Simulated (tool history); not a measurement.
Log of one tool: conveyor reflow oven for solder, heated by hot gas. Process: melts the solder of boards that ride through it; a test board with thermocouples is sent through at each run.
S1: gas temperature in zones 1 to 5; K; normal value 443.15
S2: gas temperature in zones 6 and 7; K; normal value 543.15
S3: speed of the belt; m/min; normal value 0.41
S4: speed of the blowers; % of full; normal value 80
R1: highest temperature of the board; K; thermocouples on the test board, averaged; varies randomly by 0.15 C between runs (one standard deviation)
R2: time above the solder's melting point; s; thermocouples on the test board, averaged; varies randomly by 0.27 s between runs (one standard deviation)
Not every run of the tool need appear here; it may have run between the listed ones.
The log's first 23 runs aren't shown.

run	day	S1	S2	S3	S4	R1	R2
24	7.388	438.15	548.15	0.451	61	520.95	50.5
25	7.746	438.15	548.15	0.451	61	520.95	50.9
26	7.933	438.15	552.15	0.353	54	531.85	77.9
27	8.2	438.15	552.15	0.456	54	520.55	49.3
28	8.433	438.15	552.15	0.456	54	520.55	49.1
29	8.629	438.15	552.15	0.456	76	528.85	57.2
30	8.808	443.15	543.15	0.464	80	522.65	53.7
31	9.062	451.15	551.15	0.464	68	527.35	59.2
32	9.488	451.15	551.15	0.464	68	527.45	59.7

Branching from run 32: 3 alternative next runs. What would each branch give?
A	9.762	455.15	541.15	0.41	75	?	?
B	9.762	458.15	549.15	0.414	68	?	?
C	9.762	452.15	550.15	0.41	51	?	?

run	R1	R2
A	526.25	69.9
B	531.65	73.8
C	526.05	66.3
Without the tool's unlogged condition, the same runs would have read:
run	R1	R2
A	526.15	69.7
B	531.55	73.5
C	525.95	66
